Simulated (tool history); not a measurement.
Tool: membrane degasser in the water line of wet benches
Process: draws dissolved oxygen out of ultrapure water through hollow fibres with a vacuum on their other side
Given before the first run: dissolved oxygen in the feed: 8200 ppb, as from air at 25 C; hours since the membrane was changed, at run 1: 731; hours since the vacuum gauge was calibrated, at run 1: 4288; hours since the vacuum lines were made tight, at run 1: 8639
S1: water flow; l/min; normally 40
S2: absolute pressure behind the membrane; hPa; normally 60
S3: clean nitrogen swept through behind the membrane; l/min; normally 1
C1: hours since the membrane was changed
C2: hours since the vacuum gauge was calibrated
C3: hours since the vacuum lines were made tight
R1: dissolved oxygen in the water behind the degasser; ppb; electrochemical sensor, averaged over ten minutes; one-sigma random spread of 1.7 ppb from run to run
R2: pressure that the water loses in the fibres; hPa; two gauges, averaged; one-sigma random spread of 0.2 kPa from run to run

{"run": 1, "hour": 0.0, "S1": 40, "S2": 60, "S3": 1, "C1": 731, "C2": 4288, "C3": 8639, "R1": 225.3, "R2": 415.5}
{"run": 2, "hour": 61.6, "S1": 40, "S2": 60, "S3": 1, "C1": 793, "C2": 4350, "C3": 8701, "R1": 219.2, "R2": 417.6}
{"run": 3, "hour": 107.7, "S1": 40, "S2": 60, "S3": 0.48, "C1": 839, "C2": 4396, "C3": 8747, "R1": 373.7, "R2": 421.8}
{"run": 4, "hour": 168.9, "S1": 40, "S2": 60, "S3": 0.48, "C1": 900, "C2": 4457, "C3": 8808, "R1": 374.9, "R2": 415.6}
{"run": 5, "hour": 204.3, "S1": 46, "S2": 60, "S3": 1, "C1": 935, "C2": 4492, "C3": 8844, "R1": 253.4, "R2": 483.7}
{"hour": 247.5, "done": "vacuum gauge calibrated"}
{"run": 6, "hour": 274.5, "S1": 40, "S2": 60, "S3": 1, "C1": 1005, "C2": 27, "C3": 8913, "R1": 221.5, "R2": 416.9}
{"run": 7, "hour": 335.1, "S1": 40, "S2": 60, "S3": 1, "C1": 1066, "C2": 88, "C3": 8974, "R1": 222.9, "R2": 420.4}
{"run": 8, "hour": 375.0, "S1": 40, "S2": 60, "S3": 1.92, "C1": 1106, "C2": 127, "C3": 9014, "R1": 131.9, "R2": 424}
{"run": 9, "hour": 441.3, "S1": 40, "S2": 60, "S3": 1.46, "C1": 1172, "C2": 194, "C3": 9080, "R1": 163.8, "R2": 424.9}
{"run": 10, "hour": 501.7, "S1": 40, "S2": 60, "S3": 2.97, "C1": 1232, "C2": 254, "C3": 9141, "R1": 91.6, "R2": 422.6}
{"run": 11, "hour": 568.5, "S1": 40, "S2": 60, "S3": 2.97, "C1": 1299, "C2": 321, "C3": 9207, "R1": 91.3, "R2": 422.2}
{"run": 12, "hour": 603.3, "S1": 40, "S2": 91, "S3": 0.5, "C1": 1334, "C2": 356, "C3": 9242, "R1": 736.4, "R2": 419.2}
{"run": 13, "hour": 645.9, "S1": 42, "S2": 117.3, "S3": 2.54, "C1": 1376, "C2": 398, "C3": 9285, "R1": 316.3, "R2": 439.7}
{"run": 14, "hour": 723.7, "S1": 40, "S2": 40.8, "S3": 1, "C1": 1454, "C2": 476, "C3": 9363, "R1": 75.3, "R2": 422.2}
{"hour": 768.8, "done": "seals of the vacuum lines changed"}
{"run": 15, "hour": 774.4, "S1": 40, "S2": 40.8, "S3": 1, "C1": 1503, "C2": 525, "C3": 6, "R1": 74.7, "R2": 420.4}
{"run": 16, "hour": 828.4, "S1": 40, "S2": 40.8, "S3": 1, "C1": 1557, "C2": 579, "C3": 60, "R1": 75.2, "R2": 421.5}
{"run": 17, "hour": 880.7, "S1": 31, "S2": 49.1, "S3": 0.88, "C1": 1609, "C2": 631, "C3": 112, "R1": 122.6, "R2": 328.9}
{"run": 18, "hour": 928.2, "S1": 40, "S2": 58.6, "S3": 1.53, "C1": 1657, "C2": 679, "C3": 159, "R1": 152.7, "R2": 421.9}
{"run": 19, "hour": 984.7, "S1": 25, "S2": 60.5, "S3": 0.7, "C1": 1713, "C2": 735, "C3": 216, "R1": 203.8, "R2": 264.7}
{"run": 20, "hour": 1058.9, "S1": 25, "S2": 60.5, "S3": 0.7, "C1": 1787, "C2": 809, "C3": 290, "R1": 204.3, "R2": 266.3}

Below are 3 alternative next runs, each starting from the tool's condition after run 20. Predict each:
{"run": "A", "hour": 1124.1, "S1": 36, "S2": 106.4, "S3": 0.7, "C1": 1853, "C2": 875, "C3": 355, "R1": "?", "R2": "?"}
{"run": "B", "hour": 1124.1, "S1": 43, "S2": 74.4, "S3": 1, "C1": 1853, "C2": 875, "C3": 355, "R1": "?", "R2": "?"}
{"run": "C", "hour": 1124.1, "S1": 39, "S2": 36.7, "S3": 1.2, "C1": 1853, "C2": 875, "C3": 355, "R1": "?", "R2": "?"}

run=A R1=678.4 R2=387.6
run=B R1=349.4 R2=457.6
run=C R1=35.7 R2=414.3
The same runs, with their run-to-run variation unchanged, on a tool lacking any hidden condition would have given:
run=A R1=678.4 R2=381.1
run=B R1=349.4 R2=449.9
run=C R1=35.7 R2=407.3
